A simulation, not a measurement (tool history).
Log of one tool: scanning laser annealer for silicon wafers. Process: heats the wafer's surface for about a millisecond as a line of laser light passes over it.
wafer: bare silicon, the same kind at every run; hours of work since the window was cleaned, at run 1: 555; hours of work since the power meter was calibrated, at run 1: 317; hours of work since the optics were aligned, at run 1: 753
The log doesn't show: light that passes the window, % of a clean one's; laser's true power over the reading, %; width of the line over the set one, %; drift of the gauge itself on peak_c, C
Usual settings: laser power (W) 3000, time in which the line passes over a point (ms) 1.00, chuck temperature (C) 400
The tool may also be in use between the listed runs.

run   hour  laser power (W)  time in which the line passes over a point (ms)  chuck temperature (C)  hours of work since the window was cleaned  hours of work since the power meter was calibrated  hours of work since the optics were aligned  highest temperature of the surface (C)
  1    0.0             3000                                             1.00                    400                                         555                                                 317                                          753                                    1115
  2   12.8             3000                                             1.00                    400                                         564                                                 326                                          762                                    1114
  3   25.6             3000                                             1.00                    370                                         574                                                 335                                          771                                    1082
  4   45.1             3000                                             0.93                    400                                         587                                                 349                                          785                                    1089
      58.5  -- optics aligned, line set to its width
  5   65.2             3000                                             1.00                    400                                         598                                                 360                                            5                                    1111
  6   76.0             3000                                             1.00                    400                                         606                                                 367                                           13                                    1113
  7   88.0             3000                                             1.00                    400                                         615                                                 376                                           21                                    1115
  8  104.1             3000                                             1.00                    400                                         626                                                 387                                           33                                    1112
  9  119.7             3000                                             1.00                    400                                         637                                                 399                                           44                                    1114
 10  134.6             3000                                             1.00                    400                                         648                                                 409                                           55                                    1114
     140.3  -- window over the wafer cleaned
 11  154.0             3000                                             1.00                    400                                          10                                                 422                                           67                                    1113
 12  169.5             3000                                             1.00                    400                                          21                                                 433                                           78                                    1115
 13  179.2             3000                                             1.00                    400                                          28                                                 440                                           85                                    1109
 14  200.0             3000                                             1.00                    400                                          43                                                 455                                          100                                    1116
 15  210.6             3000                                             1.00                    363                                          50                                                 462                                          108                                    1079
 16  226.6             3000                                             0.85                    363                                          62                                                 474                                          119                                    1031
 17  246.0             3000                                             0.85                    363                                          76                                                 488                                          133                                    1029
 18  259.5             3000                                             0.85                    363                                          85                                                 497                                          143                                    1028
 19  269.0             2754                                             0.75                    440                                          92                                                 504                                          149                                    1016
 20  287.6             3037                                             0.85                    369                                         106                                                 518                                          163                                    1043
 21  305.4             3037                                             0.85                    369                                         118                                                 530                                          175                                    1043
 22  323.5             2725                                             1.13                    438                                         131                                                 543                                          188                                    1121
 23  338.5             2725                                             0.78                    438                                         142                                                 554                                          199                                    1020
 24  357.6             3086                                             0.79                    385                                         156                                                 568                                          213                                    1051
 25  373.4             3086                                             0.79                    385                                         167                                                 579                                          224                                    1049
 26  387.6             3000                                             1.00                    388                                         177                                                 589                                          234                                    1103
 27  403.1             3000                                             0.77                    400                                         188                                                 600                                          245                                    1037
 28  419.6             3000                                             0.77                    400                                         200                                                 612                                          257                                    1035
 29  434.3             3058                                             1.00                    378                                         211                                                 623                                          268                                    1105
 30  450.9             3015                                             1.00                    400                                         223                                                 634                                          280                                    1122
 31  471.9             2627                                             1.15                    427                                         238                                                 650                                          295                                    1092
 32  489.9             2691                                             1.15                    427                                         250                                                 662                                          308                                    1107
 33  500.8             2691                                             1.01                    373                                         258                                                 670                                          315                                    1014
 34  513.2             2691                                             1.01                    373                                         267                                                 679                                          324                                    1012
 35  527.8             2929                                             0.78                    411                                         278                                                 690                                          335                                    1034

Forecast each of these 4 alternatives for the next run:
  A  547.3             3004                                             1.07                    440                                         292                                                 704                                          349                                       ?
  B  547.3             3013                                             0.78                    411                                         292                                                 704                                          349                                       ?
  C  547.3             2851                                             0.78                    388                                         292                                                 704                                          349                                       ?
  D  547.3             2929                                             0.94                    431                                         292                                                 704                                          349                                       ?

run  highest temperature of the surface (C)
  A                                    1173
  B                                    1053
  C                                     996
  D                                    1111
Without the tool's hidden state the same runs would have given:
run  highest temperature of the surface (C)
  A                                    1173
  B                                    1054
  C                                     997
  D                                    1111
